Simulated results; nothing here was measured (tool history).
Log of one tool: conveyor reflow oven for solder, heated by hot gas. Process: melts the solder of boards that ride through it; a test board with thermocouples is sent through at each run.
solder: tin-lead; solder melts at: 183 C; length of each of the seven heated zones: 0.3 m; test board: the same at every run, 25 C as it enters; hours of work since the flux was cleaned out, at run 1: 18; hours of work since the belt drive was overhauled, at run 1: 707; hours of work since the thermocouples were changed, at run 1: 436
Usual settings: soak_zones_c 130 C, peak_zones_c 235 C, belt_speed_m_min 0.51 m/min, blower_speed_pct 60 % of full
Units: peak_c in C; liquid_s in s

| run | hour | soak_zones_c | peak_zones_c | belt_speed_m_min | blower_speed_pct | hours of work since the flux was cleaned out | hours of work since the belt drive was overhauled | hours of work since the thermocouples were changed | peak_c | liquid_s |
|---|---|---|---|---|---|---|---|---|---|---|
| 1 | 0 | 130 | 235 | 0.51 | 60 | 18 | 707 | 436 | 216.7 | 50.4 |
| 2 | 28.8 | 130 | 235 | 0.51 | 56 | 36 | 726 | 455 | 214.8 | 49 |
| 3 | 41.7 | 130 | 235 | 0.51 | 56 | 45 | 734 | 464 | 215.1 | 49.3 |
| 4 | 55.2 | 130 | 235 | 0.51 | 52 | 54 | 743 | 473 | 213.4 | 47.4 |
| 5 | 69 | 130 | 235 | 0.51 | 52 | 63 | 752 | 482 | 213.2 | 47.3 |
| 6 | 82.2 | 130 | 235 | 0.51 | 60 | 71 | 761 | 490 | 216.2 | 50 |
| 7 | 108.5 | 130 | 235 | 0.51 | 60 | 88 | 778 | 507 | 216 | 50.1 |
| 8 | 130.5 | 130 | 235 | 0.51 | 60 | 103 | 792 | 522 | 215.9 | 50.1 |
| 9 | 143.5 | 130 | 235 | 0.51 | 60 | 111 | 801 | 530 | 215.7 | 49.9 |
| 10 | 157 | 130 | 235 | 0.51 | 60 | 120 | 810 | 539 | 216 | 49.8 |
| 11 | 180.7 | 130 | 235 | 0.51 | 55 | 136 | 825 | 554 | 214 | 48.4 |
| 12 | 202 | 134 | 235 | 0.51 | 55 | 149 | 839 | 568 | 214.7 | 50 |
| 13 | 230.4 | 134 | 235 | 0.45 | 55 | 168 | 858 | 587 | 219 | 61.3 |
|  | 248 | flux residue cleaned out of gas plates and filters |
| 14 | 258.2 | 134 | 235 | 0.499 | 55 | 7 | 872 | 602 | 216.9 | 53 |
| 15 | 274.7 | 130 | 244 | 0.51 | 60 | 17 | 883 | 613 | 225 | 56.3 |
| 16 | 290.2 | 130 | 244 | 0.51 | 60 | 28 | 893 | 623 | 224.9 | 56.7 |
| 17 | 307.4 | 130 | 244 | 0.425 | 87 | 39 | 904 | 634 | 236.6 | 75.9 |
| 18 | 330.9 | 130 | 248 | 0.51 | 57 | 54 | 920 | 649 | 227.2 | 58.3 |
| 19 | 358.8 | 130 | 248 | 0.51 | 57 | 72 | 938 | 667 | 226.8 | 57.9 |
| 20 | 381.6 | 130 | 248 | 0.51 | 57 | 87 | 953 | 682 | 226.8 | 57.5 |
| 21 | 408.4 | 130 | 235 | 0.51 | 60 | 105 | 970 | 700 | 216.4 | 50.5 |
| 22 | 425.7 | 130 | 249 | 0.51 | 60 | 116 | 982 | 711 | 228.6 | 58.6 |
| 23 | 439.1 | 118 | 249 | 0.454 | 50 | 125 | 990 | 720 | 227.3 | 62.2 |
|  | 445.9 | belt drive overhauled, speed set with a stopwatch |
| 24 | 467.4 | 116 | 230 | 0.606 | 60 | 141 | 14 | 736 | 200.3 | 24.1 |
| 25 | 495.7 | 116 | 230 | 0.606 | 60 | 159 | 32 | 754 | 199.9 | 23.4 |
| 26 | 508.9 | 140 | 237 | 0.602 | 60 | 168 | 41 | 763 | 212.3 | 40.5 |
|  | 525.5 | flux residue cleaned out of gas plates and filters |
| 27 | 535.1 | 142 | 229 | 0.465 | 73 | 6 | 55 | 777 | 219.7 | 62 |
| 28 | 549.8 | 126 | 239 | 0.506 | 60 | 16 | 65 | 786 | 219.6 | 51.1 |
| 29 | 579.2 | 126 | 239 | 0.506 | 60 | 35 | 84 | 805 | 219.5 | 51.3 |
| 30 | 603.5 | 120 | 235 | 0.453 | 59 | 51 | 100 | 821 | 218.7 | 55 |

Forecast each of these 5 alternatives for the next run:
| A | 624.2 | 120 | 235 | 0.438 | 81 | 64 | 113 | 835 | ? | ? |
| B | 624.2 | 130 | 231 | 0.51 | 60 | 64 | 113 | 835 | ? | ? |
| C | 624.2 | 116 | 235 | 0.59 | 70 | 64 | 113 | 835 | ? | ? |
| D | 624.2 | 131 | 235 | 0.453 | 76 | 64 | 113 | 835 | ? | ? |
| E | 624.2 | 119 | 235 | 0.485 | 57 | 64 | 113 | 835 | ? | ? |

| run | peak_c | liquid_s |
|---|---|---|
| A | 225.2 | 63.3 |
| B | 212.7 | 46.2 |
| C | 210.7 | 34.8 |
| D | 224.7 | 63.5 |
| E | 215.3 | 47.9 |
Without the tool's hidden state the same runs would have given:
| run | peak_c | liquid_s |
|---|---|---|
| A | 223.7 | 62.5 |
| B | 211.4 | 45.2 |
| C | 209.7 | 34.1 |
| D | 223.2 | 62.7 |
| E | 213.9 | 46.9 |

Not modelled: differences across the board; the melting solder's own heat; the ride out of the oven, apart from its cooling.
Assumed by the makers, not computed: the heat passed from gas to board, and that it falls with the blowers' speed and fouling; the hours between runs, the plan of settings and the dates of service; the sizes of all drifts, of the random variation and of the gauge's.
